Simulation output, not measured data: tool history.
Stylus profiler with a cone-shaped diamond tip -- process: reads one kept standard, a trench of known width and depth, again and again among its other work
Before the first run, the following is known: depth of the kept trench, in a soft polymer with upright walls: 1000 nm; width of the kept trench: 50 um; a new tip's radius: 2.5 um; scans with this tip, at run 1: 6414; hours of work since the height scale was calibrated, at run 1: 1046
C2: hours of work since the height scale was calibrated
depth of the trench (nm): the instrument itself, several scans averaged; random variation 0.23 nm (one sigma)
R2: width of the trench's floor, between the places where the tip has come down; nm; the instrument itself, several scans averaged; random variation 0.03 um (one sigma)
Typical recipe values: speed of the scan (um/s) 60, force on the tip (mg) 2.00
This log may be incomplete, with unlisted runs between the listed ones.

Run 1, day 0.000: usual settings; scans with this tip 6414; C2 1046. Result: depth of the trench (nm) 1008.62, R2 45610 nm.
Run 2, day 1.567: usual settings but force on the tip (mg) 1.50; scans with this tip 6598; C2 1076. Result: depth of the trench (nm) 1007.59, R2 45560 nm.
Run 3, day 3.321: usual settings but force on the tip (mg) 5.18; scans with this tip 6804; C2 1109. Result: depth of the trench (nm) 1016.49, R2 45810 nm.
Run 4, day 4.562: usual settings but force on the tip (mg) 5.18; scans with this tip 6951; C2 1133. Result: depth of the trench (nm) 1016.44, R2 45790 nm.
Run 5, day 5.646: usual settings but force on the tip (mg) 5.18; scans with this tip 7078; C2 1154. Result: depth of the trench (nm) 1016.49, R2 45740 nm.
Run 6, day 7.154: usual settings but force on the tip (mg) 5.18; scans with this tip 7256; C2 1183. Result: depth of the trench (nm) 1017.02, R2 45760 nm.
Run 7, day 9.425: usual settings but speed of the scan (um/s) 28; scans with this tip 7523; C2 1227. Result: depth of the trench (nm) 1009.04, R2 45790 nm.
Run 8, day 10.912: usual settings but speed of the scan (um/s) 114; scans with this tip 7698; C2 1255. Result: depth of the trench (nm) 1008.44, R2 45230 nm.
Run 9, day 13.117: usual settings; scans with this tip 7958; C2 1297. Result: depth of the trench (nm) 1008.58, R2 45630 nm.
Run 10, day 14.325: usual settings but speed of the scan (um/s) 84; scans with this tip 8100; C2 1321. Result: depth of the trench (nm) 1008.95, R2 45440 nm.
Run 11, day 15.954: usual settings but speed of the scan (um/s) 66; scans with this tip 8292; C2 1352. Result: depth of the trench (nm) 1008.24, R2 45490 nm.
Run 12, day 17.829: usual settings but speed of the scan (um/s) 16; scans with this tip 8512; C2 1388. Result: depth of the trench (nm) 1008.67, R2 45890 nm.
Run 13, day 18.892: usual settings but speed of the scan (um/s) 16; scans with this tip 8637; C2 1408. Result: depth of the trench (nm) 1008.72, R2 45840 nm.
Run 14, day 20.433: usual settings but speed of the scan (um/s) 16; scans with this tip 8819; C2 1438. Result: depth of the trench (nm) 1008.85, R2 45860 nm.
Run 15, day 22.154: usual settings but speed of the scan (um/s) 16; scans with this tip 9021; C2 1471. Result: depth of the trench (nm) 1008.78, R2 45940 nm.
Run 16, day 24.246: usual settings; scans with this tip 9268; C2 1511. Result: depth of the trench (nm) 1008.89, R2 45570 nm.
Run 17, day 25.404: usual settings but force on the tip (mg) 1.17; scans with this tip 9404; C2 1533. Result: depth of the trench (nm) 1006.16, R2 45520 nm.
Run 18, day 27.625: usual settings; scans with this tip 9665; C2 1576. Result: depth of the trench (nm) 1008.85, R2 45530 nm.
Run 19, day 29.800: usual settings; scans with this tip 9921; C2 1618. Result: depth of the trench (nm) 1008.39, R2 45590 nm.
Run 20, day 30.858: usual settings; scans with this tip 10046; C2 1638. Result: depth of the trench (nm) 1008.53, R2 45610 nm.
Run 21, day 31.838: usual settings; scans with this tip 10161; C2 1657. Result: depth of the trench (nm) 1008.63, R2 45600 nm.
Run 22, day 33.812: usual settings; scans with this tip 10393; C2 1695. Result: depth of the trench (nm) 1008.88, R2 45570 nm.
Run 23, day 35.412: usual settings but speed of the scan (um/s) 121; scans with this tip 10582; C2 1725. Result: depth of the trench (nm) 1008.81, R2 45180 nm.
Run 24, day 37.396: usual settings but speed of the scan (um/s) 165, force on the tip (mg) 1.72; scans with this tip 10815; C2 1763. Result: depth of the trench (nm) 1008.02, R2 44800 nm.
Run 25, day 38.388: usual settings but speed of the scan (um/s) 99, force on the tip (mg) 1.30; scans with this tip 10932; C2 1782. Result: depth of the trench (nm) 1006.67, R2 45150 nm.
Run 26, day 40.554: usual settings but speed of the scan (um/s) 99, force on the tip (mg) 1.30; scans with this tip 11187; C2 1824. Result: depth of the trench (nm) 1006.29, R2 45170 nm.
Run 27, day 41.883: usual settings but speed of the scan (um/s) 70, force on the tip (mg) 2.08; scans with this tip 11344; C2 1849. Result: depth of the trench (nm) 1009.01, R2 45530 nm.
Run 28, day 43.562: usual settings but speed of the scan (um/s) 110, force on the tip (mg) 4.34; scans with this tip 11541; C2 1882. Result: depth of the trench (nm) 1014.33, R2 45520 nm.
Run 29, day 44.608: usual settings but speed of the scan (um/s) 144, force on the tip (mg) 5.13; scans with this tip 11664; C2 1902. Result: depth of the trench (nm) 1016.54, R2 45360 nm.
Run 30, day 47.012: usual settings but speed of the scan (um/s) 170, force on the tip (mg) 3.77; scans with this tip 11947; C2 1948. Result: depth of the trench (nm) 1013.41, R2 45180 nm.
Run 31, day 48.696: usual settings but speed of the scan (um/s) 17, force on the tip (mg) 3.01; scans with this tip 12145; C2 1980. Result: depth of the trench (nm) 1011.46, R2 45930 nm.
Run 32, day 50.892: usual settings but speed of the scan (um/s) 45, force on the tip (mg) 1.47; scans with this tip 12404; C2 2022. Result: depth of the trench (nm) 1007.24, R2 45620 nm.
Run 33, day 53.288: usual settings but speed of the scan (um/s) 31, force on the tip (mg) 1.47; scans with this tip 12686; C2 2068. Result: depth of the trench (nm) 1007.07, R2 45750 nm.
Run 34, day 54.946: usual settings but speed of the scan (um/s) 196, force on the tip (mg) 1.81; scans with this tip 12881; C2 2100. Result: depth of the trench (nm) 1007.95, R2 44620 nm.
Run 35, day 56.983: usual settings but speed of the scan (um/s) 18, force on the tip (mg) 1.56; scans with this tip 13121; C2 2139. Result: depth of the trench (nm) 1007.59, R2 45870 nm.
Run 36, day 59.062: usual settings but speed of the scan (um/s) 183, force on the tip (mg) 1.71; scans with this tip 13366; C2 2179. Result: depth of the trench (nm) 1008.03, R2 44640 nm.
At day 59.433: height scale calibrated on a step standard.
Run 37, day 60.475: usual settings but speed of the scan (um/s) 16, force on the tip (mg) 2.33; scans with this tip 13530; C2 20. Result: depth of the trench (nm) 1009.51, R2 45930 nm.
Run 38, day 62.350: usual settings but speed of the scan (um/s) 85, force on the tip (mg) 1.97; scans with this tip 13750; C2 56. Result: depth of the trench (nm) 1009.00, R2 45410 nm.
Run 39, day 64.212: usual settings but speed of the scan (um/s) 32, force on the tip (mg) 0.85; scans with this tip 13969; C2 92. Result: depth of the trench (nm) 1005.26, R2 45690 nm.
Run 40, day 66.388: usual settings but speed of the scan (um/s) 32, force on the tip (mg) 0.85; scans with this tip 14226; C2 134. Result: depth of the trench (nm) 1004.93, R2 45660 nm.
Run 41, day 67.842: usual settings but speed of the scan (um/s) 93, force on the tip (mg) 1.25; scans with this tip 14396; C2 161. Result: depth of the trench (nm) 1006.47, R2 45150 nm.
Run 42, day 69.338: usual settings but speed of the scan (um/s) 226, force on the tip (mg) 4.56; scans with this tip 14572; C2 190. Result: depth of the trench (nm) 1015.33, R2 44930 nm.
Run 43, day 70.850: usual settings but speed of the scan (um/s) 64, force on the tip (mg) 1.84; scans with this tip 14751; C2 219. Result: depth of the trench (nm) 1008.67, R2 45500 nm.
Run 44, day 72.896: usual settings but speed of the scan (um/s) 202, force on the tip (mg) 2.81; scans with this tip 14991; C2 258. Result: depth of the trench (nm) 1010.63, R2 44880 nm.
Run 45, day 74.038: usual settings but speed of the scan (um/s) 137, force on the tip (mg) 5.48; scans with this tip 15126; C2 280. Result: depth of the trench (nm) 1017.49, R2 45450 nm.
Run 46, day 75.304: usual settings but speed of the scan (um/s) 66, force on the tip (mg) 0.99; scans with this tip 15275; C2 305. Result: depth of the trench (nm) 1005.27, R2 45340 nm.

Branching from run 46: 3 alternative next runs. What would each branch give?
Run A, day 76.371: usual settings but speed of the scan (um/s) 39, force on the tip (mg) 2.54; scans with this tip 15400; C2 325. Result: depth of the trench (nm) ?, R2 ?.
Run B, day 76.371: usual settings but speed of the scan (um/s) 66, force on the tip (mg) 2.33; scans with this tip 15400; C2 325. Result: depth of the trench (nm) ?, R2 ?.
Run C, day 76.371: usual settings but speed of the scan (um/s) 76, force on the tip (mg) 5.14; scans with this tip 15400; C2 325. Result: depth of the trench (nm) ?, R2 ?.

run  depth of the trench (nm)     R2
  A                   1010.09  45780
  B                   1009.97  45560
  C                   1016.13  45620
With the hidden condition removed and each run's random variation left untouched, the same runs would have given:
run  depth of the trench (nm)     R2
  A                   1010.09  45790
  B                   1009.97  45570
  C                   1016.13  45630
